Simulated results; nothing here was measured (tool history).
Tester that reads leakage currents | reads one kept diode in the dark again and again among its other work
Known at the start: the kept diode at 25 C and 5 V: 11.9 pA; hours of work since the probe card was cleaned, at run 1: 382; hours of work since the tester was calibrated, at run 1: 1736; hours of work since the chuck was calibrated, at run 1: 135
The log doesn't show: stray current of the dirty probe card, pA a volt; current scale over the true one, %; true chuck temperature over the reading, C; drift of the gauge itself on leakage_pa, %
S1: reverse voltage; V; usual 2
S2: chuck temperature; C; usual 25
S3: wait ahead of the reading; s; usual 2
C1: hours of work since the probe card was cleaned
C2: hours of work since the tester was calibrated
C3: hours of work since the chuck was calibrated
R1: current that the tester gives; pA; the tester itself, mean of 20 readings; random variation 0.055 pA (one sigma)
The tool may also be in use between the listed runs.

Run 1, hour 0: usual settings; C1 382; C2 1736; C3 135. Result: R1 7.34 pA.
Run 2, hour 54.1: usual settings; C1 405; C2 1759; C3 158. Result: R1 7.45 pA.
Run 3, hour 124: usual settings; C1 436; C2 1790; C3 188. Result: R1 7.43 pA.
Run 4, hour 202.4: usual settings; C1 469; C2 1824; C3 222. Result: R1 7.35 pA.
Run 5, hour 242.2: usual settings; C1 487; C2 1841; C3 239. Result: R1 7.44 pA.
Run 6, hour 304.8: usual settings but S2 59 C; C1 514; C2 1868; C3 266. Result: R1 67.94 pA.
Run 7, hour 358.6: usual settings but S2 59 C; C1 537; C2 1891; C3 290. Result: R1 67.99 pA.
Run 8, hour 419.7: usual settings; C1 563; C2 1917; C3 316. Result: R1 7.48 pA.
Run 9, hour 488.6: usual settings; C1 593; C2 1947; C3 346. Result: R1 7.47 pA.
Run 10, hour 568.9: usual settings; C1 628; C2 1982; C3 380. Result: R1 7.39 pA.
Run 11, hour 650.7: usual settings; C1 663; C2 2017; C3 416. Result: R1 7.27 pA.
Run 12, hour 727.6: usual settings; C1 696; C2 2050; C3 449. Result: R1 7.34 pA.
Run 13, hour 809.4: usual settings but S1 17.61 V; C1 732; C2 2086; C3 484. Result: R1 28.33 pA.
Run 14, hour 863.2: usual settings; C1 755; C2 2109; C3 508. Result: R1 7.32 pA.
Run 15, hour 937: usual settings; C1 787; C2 2141; C3 539. Result: R1 7.4 pA.
Run 16, hour 993.7: usual settings; C1 811; C2 2165; C3 564. Result: R1 7.31 pA.
Run 17, hour 1066.9: usual settings; C1 843; C2 2197; C3 596. Result: R1 7.39 pA.
Run 18, hour 1123.5: usual settings; C1 867; C2 2221; C3 620. Result: R1 7.34 pA.
Run 19, hour 1180.6: usual settings; C1 892; C2 2246; C3 645. Result: R1 7.35 pA.
Run 20, hour 1250.5: usual settings but S1 11.01 V, S2 50 C; C1 922; C2 2276; C3 675. Result: R1 107.25 pA.
Run 21, hour 1312.9: usual settings but S1 2.07 V, S2 34 C, S3 1.22 s; C1 949; C2 2303; C3 702. Result: R1 14.34 pA.
Run 22, hour 1357.8: usual settings but S1 4.69 V, S2 40 C; C1 969; C2 2323; C3 721. Result: R1 34.22 pA.
Run 23, hour 1425.8: usual settings but S1 3.83 V, S2 40 C, S3 5.83 s; C1 998; C2 2352; C3 751. Result: R1 29.77 pA.
Run 24, hour 1506.1: usual settings but S1 8.08 V, S2 44 C; C1 1033; C2 2387; C3 785. Result: R1 61.07 pA.
At hour 1560.3: chuck's temperature calibrated.
Run 25, hour 1575.7: usual settings but S1 8.08 V, S2 44 C; C1 1062; C2 2416; C3 7. Result: R1 60.74 pA.
Run 26, hour 1657.4: usual settings but S1 11.42 V, S2 21 C, S3 1.64 s; C1 1097; C2 2451; C3 42. Result: R1 16.93 pA.
Run 27, hour 1727: usual settings but S1 3.04 V, S2 21 C, S3 1.64 s; C1 1127; C2 2481; C3 72. Result: R1 7.33 pA.
At hour 1797.9: tester calibrated.
Run 28, hour 1802.5: usual settings but S1 3.04 V, S2 21 C, S3 1.64 s; C1 1159; C2 2; C3 104. Result: R1 7.37 pA.
Run 29, hour 1872: usual settings but S2 50 C, S3 6.62 s; C1 1189; C2 32; C3 134. Result: R1 38.85 pA.
Run 30, hour 1932.3: usual settings but S2 50 C, S3 6.62 s; C1 1215; C2 58; C3 160. Result: R1 39 pA.
Run 31, hour 1994.6: usual settings but S1 8.43 V, S2 50 C, S3 5.22 s; C1 1242; C2 85; C3 187. Result: R1 89.89 pA.
Run 32, hour 2054.3: usual settings but S1 1.23 V, S2 45 C, S3 7.81 s; C1 1268; C2 111; C3 213. Result: R1 21.29 pA.
Run 33, hour 2090.9: usual settings but S1 1.23 V, S2 41 C, S3 7.81 s; C1 1284; C2 127; C3 228. Result: R1 16.47 pA.
Run 34, hour 2142.3: usual settings but S1 14.88 V, S2 41 C, S3 1.1 s; C1 1306; C2 149; C3 251. Result: R1 74.43 pA.
Run 35, hour 2209.5: usual settings but S1 1.29 V, S2 27 C, S3 1.13 s; C1 1335; C2 178; C3 280. Result: R1 6.77 pA.

Forecast each of these 3 alternatives for the next run:
Run A, hour 2244.4: usual settings but S1 18.02 V, S3 0.53 s; C1 1350; C2 193; C3 295. Result: R1 ?.
Run B, hour 2244.4: usual settings but S1 1.6 V, S2 27 C, S3 0.81 s; C1 1350; C2 193; C3 295. Result: R1 ?.
Run C, hour 2244.4: usual settings but S2 35 C, S3 0.45 s; C1 1350; C2 193; C3 295. Result: R1 ?.

run     R1
  A  37.28
  B   7.81
  C  15.88
Without the tool's hidden state the same runs would have given:
run     R1
  A  37.26
  B    7.8
  C  15.88
